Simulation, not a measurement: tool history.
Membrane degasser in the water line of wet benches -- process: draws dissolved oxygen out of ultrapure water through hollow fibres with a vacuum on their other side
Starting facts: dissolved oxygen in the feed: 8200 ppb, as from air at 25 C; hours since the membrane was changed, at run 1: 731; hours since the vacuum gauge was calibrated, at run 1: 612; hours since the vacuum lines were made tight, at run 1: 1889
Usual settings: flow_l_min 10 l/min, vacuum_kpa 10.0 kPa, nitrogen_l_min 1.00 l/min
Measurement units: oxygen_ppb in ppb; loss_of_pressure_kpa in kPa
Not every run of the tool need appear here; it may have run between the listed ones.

| run | hour | flow_l_min | vacuum_kpa | nitrogen_l_min | hours since the membrane was changed | hours since the vacuum gauge was calibrated | hours since the vacuum lines were made tight | oxygen_ppb | loss_of_pressure_kpa |
|---|---|---|---|---|---|---|---|---|---|
| 1 | 0.0 | 10 | 10.0 | 1.00 | 731 | 612 | 1889 | 164.1 | 66.33 |
| 2 | 88.6 | 10 | 10.0 | 1.00 | 819 | 701 | 1977 | 164.5 | 66.09 |
| 3 | 150.9 | 10 | 10.0 | 1.00 | 882 | 763 | 2040 | 164.0 | 66.49 |
| 4 | 231.5 | 10 | 10.0 | 1.00 | 962 | 844 | 2120 | 164.2 | 66.28 |
| 5 | 338.0 | 10 | 17.0 | 1.00 | 1069 | 950 | 2227 | 326.3 | 66.24 |
| 6 | 399.4 | 10 | 17.7 | 1.00 | 1130 | 1012 | 2288 | 340.5 | 66.36 |
| 7 | 462.9 | 10 | 17.7 | 1.00 | 1194 | 1075 | 2352 | 341.0 | 66.34 |
| 8 | 566.8 | 10 | 10.0 | 1.00 | 1298 | 1179 | 2455 | 165.7 | 66.38 |
| 9 | 653.0 | 10 | 10.0 | 1.00 | 1384 | 1265 | 2542 | 166.0 | 66.75 |
| 10 | 746.5 | 10 | 10.0 | 1.00 | 1477 | 1359 | 2635 | 166.0 | 66.29 |
| 11 | 827.5 | 10 | 10.0 | 1.00 | 1558 | 1440 | 2716 | 165.9 | 66.92 |
| 12 | 881.4 | 10 | 10.0 | 1.00 | 1612 | 1494 | 2770 | 165.8 | 66.23 |
| 13 | 929.3 | 10 | 10.0 | 1.00 | 1660 | 1542 | 2818 | 165.3 | 66.66 |
| 14 | 995.2 | 10 | 10.0 | 1.00 | 1726 | 1608 | 2884 | 167.0 | 66.67 |
| 15 | 1080.2 | 10 | 10.0 | 1.00 | 1811 | 1693 | 2969 | 165.8 | 66.73 |
| 16 | 1185.7 | 10 | 10.0 | 1.00 | 1917 | 1798 | 3074 | 166.9 | 66.59 |
| 17 | 1263.6 | 10 | 10.0 | 1.00 | 1994 | 1876 | 3152 | 168.2 | 66.45 |
| 18 | 1338.3 | 10 | 10.2 | 0.41 | 2069 | 1951 | 3227 | 373.3 | 66.67 |
| 19 | 1442.9 | 10 | 10.2 | 0.41 | 2174 | 2055 | 3332 | 369.0 | 67.13 |
| 20 | 1530.6 | 10 | 10.0 | 0.70 | 2261 | 2143 | 3419 | 228.2 | 66.85 |
| 21 | 1614.6 | 10 | 10.0 | 0.70 | 2346 | 2227 | 3503 | 229.4 | 66.15 |
| 22 | 1720.6 | 10 | 10.0 | 0.70 | 2451 | 2333 | 3609 | 231.5 | 66.84 |
| 23 | 1817.2 | 12 | 10.0 | 1.02 | 2548 | 2430 | 3706 | 197.6 | 79.95 |
| 24 | 1873.7 | 14 | 14.1 | 0.82 | 2605 | 2486 | 3762 | 427.7 | 94.23 |
| 25 | 1956.7 | 14 | 14.1 | 0.82 | 2688 | 2569 | 3845 | 426.0 | 94.80 |
| 26 | 2003.0 | 14 | 14.1 | 0.82 | 2734 | 2615 | 3892 | 425.9 | 93.63 |
| 27 | 2048.3 | 7 | 10.0 | 1.78 | 2779 | 2661 | 3937 | 71.0 | 47.02 |
| 28 | 2134.5 | 10 | 19.4 | 0.71 | 2865 | 2747 | 4023 | 517.7 | 67.10 |
| 29 | 2196.0 | 8 | 7.9 | 1.00 | 2927 | 2808 | 4085 | 95.8 | 53.37 |
| 30 | 2260.5 | 8 | 7.9 | 1.00 | 2991 | 2873 | 4149 | 96.4 | 53.42 |
| 31 | 2314.6 | 10 | 21.6 | 0.66 | 3046 | 2927 | 4203 | 620.4 | 66.87 |
| 32 | 2365.3 | 13 | 6.4 | 0.96 | 3096 | 2978 | 4254 | 114.6 | 86.94 |

Same runs, no hidden state in the tool, same run-to-run variation:
What the log doesn't record here: membrane still open, %; true pressure behind the membrane over the reading, kPa; air that leaks in behind the membrane, l/min; drift of the gauge itself on oxygen_ppb, %; drift of the gauge itself on loss_of_pressure_kpa, %.
| run | oxygen_ppb | loss_of_pressure_kpa |
|---|---|---|
| 1 | 160.4 | 66.07 |
| 2 | 160.6 | 65.80 |
| 3 | 159.9 | 66.17 |
| 4 | 160.0 | 65.93 |
| 5 | 319.2 | 65.85 |
| 6 | 333.0 | 65.95 |
| 7 | 333.3 | 65.90 |
| 8 | 160.9 | 65.91 |
| 9 | 161.0 | 66.24 |
| 10 | 160.7 | 65.75 |
| 11 | 160.5 | 66.35 |
| 12 | 160.4 | 65.64 |
| 13 | 159.8 | 66.05 |
| 14 | 161.3 | 66.03 |
| 15 | 160.0 | 66.06 |
| 16 | 160.8 | 65.88 |
| 17 | 162.0 | 65.72 |
| 18 | 363.4 | 65.90 |
| 19 | 358.9 | 66.32 |
| 20 | 219.8 | 66.00 |
| 21 | 220.8 | 65.28 |
| 22 | 222.6 | 65.92 |
| 23 | 189.9 | 78.80 |
| 24 | 416.1 | 92.85 |
| 25 | 414.3 | 93.38 |
| 26 | 414.0 | 92.20 |
| 27 | 66.4 | 46.29 |
| 28 | 500.8 | 66.03 |
| 29 | 89.6 | 52.49 |
| 30 | 90.1 | 52.52 |
| 31 | 600.4 | 65.74 |
| 32 | 107.3 | 85.44 |

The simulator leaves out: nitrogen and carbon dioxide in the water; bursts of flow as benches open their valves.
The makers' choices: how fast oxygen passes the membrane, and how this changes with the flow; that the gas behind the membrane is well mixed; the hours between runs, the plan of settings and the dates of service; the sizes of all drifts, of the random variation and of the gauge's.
